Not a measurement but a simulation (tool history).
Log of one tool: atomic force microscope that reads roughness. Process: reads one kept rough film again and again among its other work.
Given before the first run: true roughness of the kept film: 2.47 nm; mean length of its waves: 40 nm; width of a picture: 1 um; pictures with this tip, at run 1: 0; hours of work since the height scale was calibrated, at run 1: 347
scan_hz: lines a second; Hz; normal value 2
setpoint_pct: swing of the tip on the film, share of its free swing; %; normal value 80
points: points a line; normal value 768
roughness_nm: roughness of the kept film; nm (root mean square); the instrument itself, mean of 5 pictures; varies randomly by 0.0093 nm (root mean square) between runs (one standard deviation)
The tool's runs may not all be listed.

run   hour  scan_hz  setpoint_pct  points  pictures with this tip  hours of work since the height scale was calibrated  roughness_nm
  1      0        2            80     768                       0                                                  347         2.099
  2   18.9        2            80     314                      39                                                  361         2.034
  3   35.9        2            80     314                      74                                                  374         2.034
  4   53.7        2            80     314                     111                                                  387         1.993
  5   66.6     0.54            80     314                     138                                                  397         2.171
  6   75.2     0.54            80     314                     155                                                  403         2.147
  7     94        2            80     320                     194                                                  418         1.931
  8  108.7        2            80     320                     225                                                  429          1.92
  9  124.2        2            80     320                     257                                                  440         1.902
     130.9  -- new tip fitted
 10  140.1     1.52            80     768                      20                                                  452         2.139
 11  149.2     1.52            80     768                      38                                                  459          2.12
 12    163     1.52            80     768                      67                                                  469         2.096
 13  177.2     0.69            80     768                      96                                                  480         2.189
 14  191.7     1.91            80     768                     126                                                  491         2.001
 15  212.5     1.01            80     422                     169                                                  506          2.09
 16    223     1.01            80     422                     191                                                  514         2.058
 17  233.2     1.01            80     422                     212                                                  522          2.05
 18    253     1.01            74     422                     253                                                  537         2.058
     260.7  -- new tip fitted
 19  273.4     3.74            74     855                      26                                                  552         1.991
 20  286.9     1.44            71     855                      54                                                  562         2.191
 21  295.7     0.78            80     768                      72                                                  569         2.193
 22    312     0.98            80     948                     106                                                  581          2.14
 23  332.4     0.98            80     948                     148                                                  596         2.107
 24  351.5     0.71            79     569                     188                                                  611         2.119
 25  364.1     3.64            79     343                     214                                                  620         1.771
 26  380.9     0.73            80     768                     249                                                  633         2.057
     391.2  -- new tip fitted
 27  399.8      0.5            62     841                      18                                                  647         2.323
 28  414.2     1.88            67     263                      47                                                  658         2.184

Below are 5 alternative next runs, each starting from the tool's condition after run 28. Predict each:
  A  426.2     1.88            87     322                      72                                                  667             ?
  B  426.2     1.81            62     427                      72                                                  667             ?
  C  426.2      1.4            67     509                      72                                                  667             ?
  D  426.2     1.88            89     263                      72                                                  667             ?
  E  426.2     1.14            79     259                      72                                                  667             ?

run  roughness_nm
  A         1.963
  B         2.229
  C         2.217
  D         1.913
  E         2.124
What these runs would have given with no unlogged condition in the tool:
run  roughness_nm
  A          2.03
  B         2.304
  C         2.292
  D         1.978
  E         2.196

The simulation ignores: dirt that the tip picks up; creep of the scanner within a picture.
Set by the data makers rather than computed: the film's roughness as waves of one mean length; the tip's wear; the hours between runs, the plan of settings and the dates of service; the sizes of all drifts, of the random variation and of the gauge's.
